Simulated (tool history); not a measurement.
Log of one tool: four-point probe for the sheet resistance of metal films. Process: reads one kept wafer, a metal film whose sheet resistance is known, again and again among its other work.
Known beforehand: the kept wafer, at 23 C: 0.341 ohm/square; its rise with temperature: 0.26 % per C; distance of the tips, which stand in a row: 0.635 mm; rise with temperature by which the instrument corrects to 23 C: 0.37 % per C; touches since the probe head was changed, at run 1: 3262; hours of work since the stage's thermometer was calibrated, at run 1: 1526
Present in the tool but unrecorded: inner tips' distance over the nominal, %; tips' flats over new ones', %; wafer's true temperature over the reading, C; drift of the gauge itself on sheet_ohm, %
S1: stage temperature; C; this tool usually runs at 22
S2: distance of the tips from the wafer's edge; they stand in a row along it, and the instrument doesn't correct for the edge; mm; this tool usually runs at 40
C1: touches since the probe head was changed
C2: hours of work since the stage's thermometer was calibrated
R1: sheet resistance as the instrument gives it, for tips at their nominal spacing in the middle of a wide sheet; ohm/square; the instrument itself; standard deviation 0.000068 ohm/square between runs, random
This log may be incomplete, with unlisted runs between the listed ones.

run	day	S1	S2	C1	C2	R1
1	0.000	22	40	3262	1526	0.341397
2	0.571	22	40	3514	1537	0.341320
3	1.158	35	40	3771	1548	0.336855
4	1.833	22	21	4067	1561	0.341657
5	2.500	22	21	4361	1574	0.341603
6	3.021	22	40	4588	1584	0.341398
7	3.421	22	40	4765	1592	0.341387
8	3.779	22	40	4922	1598	0.341375
9	4.154	22	40	5087	1606	0.341331
10	4.675	22	40	5315	1616	0.341426
11	5.054	22	40	5481	1623	0.341509
12	5.667	22	40	5750	1634	0.341483
13	6.175	21	40	5974	1644	0.341881
14	6.525	22	40	6127	1651	0.341402
15	6.904	22	40	6294	1658	0.341410
16	7.546	22	40	6575	1670	0.341351
17	8.092	22	40	6816	1681	0.341410
18	8.546	22	40	7015	1690	0.341445
19	8.938	22	47	7186	1697	0.341479
20	9.542	22	47	7452	1709	0.341417
21	10.079	22	20	7687	1719	0.341481
22	10.592	22	20	7913	1729	0.341559
23	11.196	22	40	8178	1740	0.341434
24	11.500	22	40	8311	1746	0.341509
25	11.883	34	24	8480	1753	0.337327
26	12.538	34	24	8766	1766	0.337326
27	12.892	22	8	8922	1772	0.342430
28	13.258	21	21	9084	1780	0.341945
29	13.604	27	40	9236	1786	0.339601
30	14.196	33	6	9496	1797	0.339575
31	14.858	26	46	9787	1810	0.339964
32	15.271	30	27	9968	1818	0.338551
33	15.812	26	23	10205	1828	0.340050
34	16.283	26	23	10412	1837	0.340101
35	16.854	21	17	10663	1848	0.342007
36	17.333	30	23	10873	1857	0.338559
37	17.696	23	8	11032	1864	0.342141
38	18.246	20	4	11274	1875	0.346852
39	18.667	21	40	11459	1883	0.341850
40	19.088	21	40	11643	1891	0.341819
41	19.775	27	17	11945	1904	0.339744
42	20.346	35	23	12196	1915	0.336999
43	20.683	21	23	12344	1921	0.341756
44	21.117	21	40	12534	1930	0.341888
45	21.425	21	40	12670	1936	0.341740

What if the next run were any one of these 4? Each begins from the tool's condition after run 45:
A	21.829	32	3	12847	1943	?
B	21.829	20	53	12847	1943	?
C	21.829	30	64	12847	1943	?
D	21.829	18	4	12847	1943	?

run	R1
A	0.345789
B	0.342117
C	0.338539
D	0.347498
Take away the tool's hidden state, keep each run's random variation, and the runs would have read:
run	R1
A	0.345790
B	0.342118
C	0.338539
D	0.347499
